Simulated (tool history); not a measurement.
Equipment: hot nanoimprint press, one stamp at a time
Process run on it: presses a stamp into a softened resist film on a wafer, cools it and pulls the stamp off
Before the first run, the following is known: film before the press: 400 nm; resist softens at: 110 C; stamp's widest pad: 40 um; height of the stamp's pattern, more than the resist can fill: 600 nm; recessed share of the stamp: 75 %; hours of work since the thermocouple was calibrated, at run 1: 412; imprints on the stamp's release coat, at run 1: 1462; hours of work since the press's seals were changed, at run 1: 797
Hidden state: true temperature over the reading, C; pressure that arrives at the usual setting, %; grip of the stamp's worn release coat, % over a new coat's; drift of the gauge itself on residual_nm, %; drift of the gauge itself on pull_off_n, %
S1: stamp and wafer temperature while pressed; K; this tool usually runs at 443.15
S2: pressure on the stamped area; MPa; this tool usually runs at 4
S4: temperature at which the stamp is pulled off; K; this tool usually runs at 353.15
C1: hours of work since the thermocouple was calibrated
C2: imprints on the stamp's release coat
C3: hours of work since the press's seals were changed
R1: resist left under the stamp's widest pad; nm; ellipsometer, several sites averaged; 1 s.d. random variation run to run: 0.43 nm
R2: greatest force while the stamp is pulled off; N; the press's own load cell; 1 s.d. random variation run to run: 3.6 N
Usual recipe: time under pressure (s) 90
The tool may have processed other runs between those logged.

Run 1, day 0: usual settings; C1 412; C2 1462; C3 797. Result: R1 248.4 nm, R2 289 N.
Run 2, day 1.221: usual settings but S1 446.15 K; C1 434; C2 1586; C3 819. Result: R1 218.7 nm, R2 293 N.
At day 2.517: stamp cleaned and given a new release coat.
Run 3, day 2.967: usual settings but S1 446.15 K; C1 461; C2 45; C3 846. Result: R1 219.4 nm, R2 234 N.
At day 4.979: plate thermocouple calibrated.
Run 4, day 5.258: usual settings but time under pressure (s) 150; C1 5; C2 265; C3 885. Result: R1 215.8 nm, R2 241 N.
Run 5, day 7.054: usual settings but time under pressure (s) 150; C1 38; C2 447; C3 918. Result: R1 216.7 nm, R2 253 N.
Run 6, day 8.054: usual settings but S1 437.15 K; C1 56; C2 549; C3 936. Result: R1 315.4 nm, R2 252 N.
Run 7, day 10.188: usual settings but S1 437.15 K; C1 94; C2 765; C3 975. Result: R1 314.4 nm, R2 260 N.
At day 11.154: plate thermocouple calibrated, once more.
Run 8, day 11.296: usual settings; C1 3; C2 865; C3 993. Result: R1 240.6 nm, R2 267 N.
Run 9, day 12.5: usual settings; C1 24; C2 987; C3 1014. Result: R1 240.2 nm, R2 275 N.
Run 10, day 14.2: usual settings but time under pressure (s) 103; C1 55; C2 1160; C3 1045. Result: R1 230.7 nm, R2 278 N.
Run 11, day 16.108: usual settings but time under pressure (s) 103; C1 90; C2 1353; C3 1080. Result: R1 232.3 nm, R2 289 N.
Run 12, day 17.729: usual settings but time under pressure (s) 110; C1 119; C2 1518; C3 1109. Result: R1 226.9 nm, R2 294 N.
Run 13, day 18.758: usual settings but time under pressure (s) 110; C1 138; C2 1622; C3 1128. Result: R1 228.2 nm, R2 295 N.
At day 19.362: press's hydraulic seals changed and the load cell set to zero.
At day 19.975: stamp cleaned and given a new release coat.
Run 14, day 21.379: usual settings but time under pressure (s) 137, S4 345.15 K; C1 175; C2 142; C3 32. Result: R1 210.3 nm, R2 250 N.
Run 15, day 22.542: usual settings but S1 444.15 K, time under pressure (s) 94, S4 340.15 K; C1 196; C2 260; C3 53. Result: R1 229.9 nm, R2 262 N.
Run 16, day 24.242: usual settings but S2 3.68 MPa; C1 227; C2 433; C3 84. Result: R1 249.4 nm, R2 248 N.
Run 17, day 25.512: usual settings but S2 3.68 MPa; C1 250; C2 562; C3 107. Result: R1 251.4 nm, R2 251 N.
Run 18, day 27.708: usual settings but S2 3.68 MPa; C1 289; C2 784; C3 147. Result: R1 250.8 nm, R2 260 N.
Run 19, day 28.721: usual settings but S2 2.99 MPa, S4 350.15 K; C1 308; C2 887; C3 165. Result: R1 267.7 nm, R2 274 N.
Run 20, day 30.071: usual settings but S1 447.15 K, S2 2.99 MPa, S4 350.15 K; C1 332; C2 1024; C3 190. Result: R1 228.9 nm, R2 269 N.
Run 21, day 32.279: usual settings but S1 439.15 K, S2 3.89 MPa, time under pressure (s) 94; C1 372; C2 1248; C3 230. Result: R1 285.9 nm, R2 282 N.
Run 22, day 33.383: usual settings but S1 439.15 K, S2 3.89 MPa, time under pressure (s) 57, S4 354.15 K; C1 392; C2 1360; C3 250. Result: R1 318.5 nm, R2 289 N.
Run 23, day 35.288: usual settings but S1 439.15 K, S2 3.89 MPa, time under pressure (s) 57, S4 354.15 K; C1 427; C2 1553; C3 284. Result: R1 318.5 nm, R2 282 N.

Consider 4 possible next runs. They are alternatives, not a sequence: every one starts from the tool as it was left by run 23. What does each give?
Run A, day 36.379: usual settings but S1 439.15 K, S2 3.78 MPa, time under pressure (s) 46, S4 340.15 K; C1 447; C2 1664; C3 304. Result: R1 ?, R2 ?.
Run B, day 36.379: usual settings but S1 439.15 K, S2 3.65 MPa, time under pressure (s) 157, S4 354.15 K; C1 447; C2 1664; C3 304. Result: R1 ?, R2 ?.
Run C, day 36.379: usual settings but S1 439.15 K, S2 3.89 MPa, time under pressure (s) 60, S4 340.15 K; C1 447; C2 1664; C3 304. Result: R1 ?, R2 ?.
Run D, day 36.379: usual settings but S1 435.15 K, S2 2.86 MPa, time under pressure (s) 61; C1 447; C2 1664; C3 304. Result: R1 ?, R2 ?.

run     R1   R2
  A    332  335
  B  254.4  294
  C  316.8  322
  D  358.8  298
Take away the tool's hidden state, keep each run's random variation, and the runs would have read:
run     R1   R2
  A  325.1  257
  B  244.6  225
  C  308.9  247
  D  353.7  228
